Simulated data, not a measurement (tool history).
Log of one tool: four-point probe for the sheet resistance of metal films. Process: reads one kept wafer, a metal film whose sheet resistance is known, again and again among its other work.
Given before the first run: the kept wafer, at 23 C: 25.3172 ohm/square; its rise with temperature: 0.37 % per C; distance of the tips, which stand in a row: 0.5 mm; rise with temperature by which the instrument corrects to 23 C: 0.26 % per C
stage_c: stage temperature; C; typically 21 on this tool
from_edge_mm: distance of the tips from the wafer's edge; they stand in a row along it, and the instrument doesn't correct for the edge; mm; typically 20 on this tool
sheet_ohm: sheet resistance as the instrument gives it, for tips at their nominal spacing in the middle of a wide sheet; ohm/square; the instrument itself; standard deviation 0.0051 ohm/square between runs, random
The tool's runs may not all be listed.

run 1 hour=0.0 | stage_c=21 from_edge_mm=20 | sheet_ohm=25.134994
run 2 hour=23.1 | stage_c=34 from_edge_mm=20 | sheet_ohm=25.483348
run 3 hour=52.9 | stage_c=21 from_edge_mm=20 | sheet_ohm=25.120007
run 4 hour=81.8 | stage_c=30 from_edge_mm=20 | sheet_ohm=25.381187
run 5 hour=118.6 | stage_c=21 from_edge_mm=54 | sheet_ohm=25.109861
run 6 hour=146.3 | stage_c=21 from_edge_mm=46 | sheet_ohm=25.122150
run 7 hour=165.1 | stage_c=21 from_edge_mm=46 | sheet_ohm=25.108475
run 8 hour=203.4 | stage_c=21 from_edge_mm=46 | sheet_ohm=25.100780
run 9 hour=231.9 | stage_c=21 from_edge_mm=15 | sheet_ohm=25.117282
run 10 hour=269.0 | stage_c=21 from_edge_mm=15 | sheet_ohm=25.121602
run 11 hour=291.0 | stage_c=21 from_edge_mm=73 | sheet_ohm=25.090542
run 12 hour=324.6 | stage_c=21 from_edge_mm=73 | sheet_ohm=25.105943
run 13 hour=349.7 | stage_c=23 from_edge_mm=73 | sheet_ohm=25.144637
run 14 hour=369.5 | stage_c=23 from_edge_mm=73 | sheet_ohm=25.148181
run 15 hour=403.4 | stage_c=23 from_edge_mm=73 | sheet_ohm=25.161897
run 16 hour=422.6 | stage_c=21 from_edge_mm=36 | sheet_ohm=25.089730
run 17 hour=448.8 | stage_c=21 from_edge_mm=36 | sheet_ohm=25.089405
run 18 hour=479.9 | stage_c=21 from_edge_mm=36 | sheet_ohm=25.085189
run 19 hour=504.9 | stage_c=21 from_edge_mm=3 | sheet_ohm=25.449379
run 20 hour=544.6 | stage_c=21 from_edge_mm=3 | sheet_ohm=25.452082
run 21 hour=568.8 | stage_c=21 from_edge_mm=5 | sheet_ohm=25.215134
run 22 hour=595.6 | stage_c=21 from_edge_mm=12 | sheet_ohm=25.102581
run 23 hour=620.6 | stage_c=21 from_edge_mm=12 | sheet_ohm=25.093797
run 24 hour=653.3 | stage_c=28 from_edge_mm=17 | sheet_ohm=25.272111
run 25 hour=676.4 | stage_c=28 from_edge_mm=17 | sheet_ohm=25.273431
run 26 hour=705.9 | stage_c=21 from_edge_mm=5 | sheet_ohm=25.200463
run 27 hour=726.2 | stage_c=21 from_edge_mm=5 | sheet_ohm=25.197287
run 28 hour=745.3 | stage_c=33 from_edge_mm=5 | sheet_ohm=25.531574
run 29 hour=769.4 | stage_c=29 from_edge_mm=21 | sheet_ohm=25.298791
run 30 hour=809.3 | stage_c=26 from_edge_mm=10 | sheet_ohm=25.232021
run 31 hour=828.5 | stage_c=21 from_edge_mm=53 | sheet_ohm=25.058545
run 32 hour=855.1 | stage_c=25 from_edge_mm=21 | sheet_ohm=25.184111
run 33 hour=894.3 | stage_c=25 from_edge_mm=21 | sheet_ohm=25.178481
run 34 hour=917.3 | stage_c=25 from_edge_mm=21 | sheet_ohm=25.180939
run 35 hour=955.9 | stage_c=30 from_edge_mm=21 | sheet_ohm=25.308281
run 36 hour=991.5 | stage_c=26 from_edge_mm=65 | sheet_ohm=25.194545

Run 37 is up next; what results do you expect?
run 37 hour=1010.6 | stage_c=20 from_edge_mm=53 | sheet_ohm=?

sheet_ohm: 25.016778 ohm/square
With the hidden condition absent and the run-to-run variation left alone, this run would have shown sheet_ohm 25.228924 ohm/square.
